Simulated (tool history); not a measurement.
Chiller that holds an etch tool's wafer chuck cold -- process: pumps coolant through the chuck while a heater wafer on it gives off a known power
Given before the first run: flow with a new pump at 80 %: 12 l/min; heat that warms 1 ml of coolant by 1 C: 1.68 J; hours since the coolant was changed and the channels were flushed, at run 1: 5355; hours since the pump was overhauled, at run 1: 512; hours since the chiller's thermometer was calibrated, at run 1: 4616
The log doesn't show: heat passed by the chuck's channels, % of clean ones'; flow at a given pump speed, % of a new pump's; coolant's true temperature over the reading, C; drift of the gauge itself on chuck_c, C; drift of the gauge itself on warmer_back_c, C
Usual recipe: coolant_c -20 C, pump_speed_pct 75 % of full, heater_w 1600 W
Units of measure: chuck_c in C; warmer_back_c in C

run   hour  coolant_c  pump_speed_pct  heater_w  hours since the coolant was changed and the channels were flushed  hours since the pump was overhauled  hours since the chiller's thermometer was calibrated  chuck_c  warmer_back_c
  1    0.0        -20              75      1600                                                               5355                                  512                                                  4616     -8.1           5.02
  2   25.3        -20              75      1600                                                               5381                                  537                                                  4642     -8.1           5.08
      36.0  -- chiller's thermometer calibrated
  3   65.0        -20              75      1600                                                               5419                                  576                                                    29     -8.3           5.08
  4  121.3        -20              75      1600                                                               5476                                  632                                                    85     -8.4           5.09
  5  164.1        -18              75      1600                                                               5518                                  675                                                   128     -6.2           5.00
  6  196.0        -18              75      1600                                                               5550                                  707                                                   160     -6.2           5.09
  7  252.6        -20              75      1600                                                               5607                                  763                                                   217     -8.2           4.96
  8  311.6        -20              75      1600                                                               5666                                  822                                                   276     -8.3           4.99
  9  340.5        -20              75      1600                                                               5695                                  851                                                   305     -8.5           4.97
 10  385.9        -20              75      1600                                                               5740                                  897                                                   350     -8.2           4.91
 11  430.4        -20              75      1600                                                               5785                                  941                                                   394     -8.4           4.92
 12  464.5        -20              75      1600                                                               5819                                  975                                                   428     -8.2           4.94
 13  499.4        -20              75      1600                                                               5854                                 1010                                                   463     -8.2           4.88
 14  558.5        -20              75      1600                                                               5913                                 1069                                                   523     -8.2           4.93
 15  593.9        -20              67      1879                                                               5948                                 1105                                                   558     -5.0           6.46
 16  626.7        -20             100      1600                                                               5981                                 1137                                                   591    -10.5           3.53
 17  657.0        -15             100      1600                                                               6011                                 1168                                                   621     -5.5           3.50
 18  690.3        -27              75      1939                                                               6045                                 1201                                                   654    -12.7           5.94

Run 19 has not been measured yet. What should we expect?
 19  732.3        -27              75      1939                                                               6087                                 1243                                                   696        ?              ?

For run 19 the tool returned chuck_c -12.7 C, warmer_back_c 5.93 C.
Minus the tool's unlogged condition, the same run would have read chuck_c -12.7 C, warmer_back_c 6.19 C.
